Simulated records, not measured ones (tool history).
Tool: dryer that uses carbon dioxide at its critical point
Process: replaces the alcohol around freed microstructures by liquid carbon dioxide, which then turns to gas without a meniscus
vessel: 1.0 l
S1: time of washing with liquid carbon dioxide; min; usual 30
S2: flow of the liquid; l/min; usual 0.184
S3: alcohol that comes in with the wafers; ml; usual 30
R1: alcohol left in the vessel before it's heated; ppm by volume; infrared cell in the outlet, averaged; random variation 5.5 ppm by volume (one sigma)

run   hour  S1     S2  S3    R1
  1      0  30  0.184  30   311
  2   25.5  30  0.184  30   322
  3   43.4  30  0.184  30   335
  4     63  30  0.184  30   323
  5   89.8  30  0.184  30   351
  6  110.6  23  0.184  88  2606
  7  138.7  23  0.184  88  2696
  8  167.1  23  0.184  88  2752
     177.4  -- inlet filter changed
  9  195.1  23  0.184  88  1566
 10  224.9  32  0.184  78   356

Forecast each of these 3 alternatives for the next run:
  A   240  22  0.183   30   ?
  B   240  41  0.184  111   ?
  C   240  43  0.213   61   ?

run   R1
  A  745
  B  169
  C   92
Without the tool's hidden state the same runs would have given:
run   R1
  A  620
  B   79
  C   14
